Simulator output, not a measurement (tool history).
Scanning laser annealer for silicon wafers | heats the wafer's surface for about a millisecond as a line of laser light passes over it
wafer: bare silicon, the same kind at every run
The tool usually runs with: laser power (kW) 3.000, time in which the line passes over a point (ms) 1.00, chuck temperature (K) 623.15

run,hour,laser power (kW),time in which the line passes over a point (ms),chuck temperature (K),highest temperature of the surface (K)
1,0.0,3.000,1.00,623.15,1421.15
2,40.6,3.000,1.00,631.15,1426.15
3,95.7,2.616,1.00,623.15,1304.15
4,148.8,2.616,1.00,623.15,1305.15
5,222.3,2.616,1.00,623.15,1302.15
6,294.4,2.616,1.00,623.15,1301.15
7,359.1,2.616,1.00,623.15,1303.15
# hour 367.9: window over the wafer cleaned
8,419.8,3.000,1.00,623.15,1401.15
9,492.5,3.000,1.00,623.15,1398.15
10,565.2,3.000,1.00,623.15,1396.15
11,606.3,2.709,0.96,623.15,1303.15
# hour 650.0: window over the wafer cleaned, once more
12,681.5,2.671,0.86,623.15,1274.15
13,732.6,2.804,1.00,623.15,1357.15
14,777.6,2.904,0.71,623.15,1274.15
# hour 822.3: optics aligned, line set to its width
15,828.8,2.953,0.71,623.15,1306.15
16,888.6,2.953,0.71,623.15,1306.15
17,953.4,2.953,0.71,623.15,1307.15
18,992.5,3.048,1.14,641.15,1512.15
19,1032.9,3.048,1.06,617.15,1460.15
20,1066.1,3.048,1.06,617.15,1459.15

What if the next run were any one of these 4? Each begins from the tool's condition after run 20:
A,1137.6,3.048,1.06,647.15,?
B,1137.6,3.055,0.79,606.15,?
C,1137.6,3.003,0.80,632.15,?
D,1137.6,2.823,1.05,586.15,?

run,highest temperature of the surface (K)
A,1484.15
B,1337.15
C,1358.15
D,1353.15
With the hidden condition removed and each run's random variation left untouched, the same runs would have given:
run,highest temperature of the surface (K)
A,1505.15
B,1356.15
C,1376.15
D,1373.15

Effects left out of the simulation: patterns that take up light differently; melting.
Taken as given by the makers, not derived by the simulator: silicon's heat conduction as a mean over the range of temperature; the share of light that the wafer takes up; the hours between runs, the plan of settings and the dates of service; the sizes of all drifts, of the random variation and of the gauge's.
